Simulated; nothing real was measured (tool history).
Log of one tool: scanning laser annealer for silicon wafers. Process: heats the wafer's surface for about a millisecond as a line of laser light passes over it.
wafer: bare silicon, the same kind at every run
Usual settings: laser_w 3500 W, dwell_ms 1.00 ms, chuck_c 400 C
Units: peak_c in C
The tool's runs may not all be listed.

run,hour,laser_w,dwell_ms,chuck_c,peak_c
1,0.0,3500,1.00,400,1230
2,12.4,3500,1.00,400,1228
3,23.7,3500,1.00,363,1190
4,39.8,3500,1.00,363,1189
5,49.3,3500,1.00,400,1225
6,62.5,3500,1.00,400,1226
7,73.5,3395,1.00,416,1214
8,84.5,3793,1.03,403,1318
# hour 87.5: window over the wafer cleaned
9,97.3,3273,0.74,425,1080
10,108.9,3500,0.83,406,1154
11,125.3,3500,0.83,388,1135
# hour 137.7: window over the wafer cleaned, once more
12,139.1,3500,1.00,401,1235

5 ways to go on from here, each from the tool as it stands after run 12. What would each give?
A,152.0,3690,1.03,379,?
B,152.0,3131,0.96,400,?
C,152.0,3356,0.77,385,?
D,152.0,2990,0.84,371,?
E,152.0,3011,1.00,416,?

run,peak_c
A,1273
B,1121
C,1079
D,1009
E,1121
Without the tool's hidden state the same runs would have given:
run,peak_c
A,1283
B,1129
C,1087
D,1016
E,1129
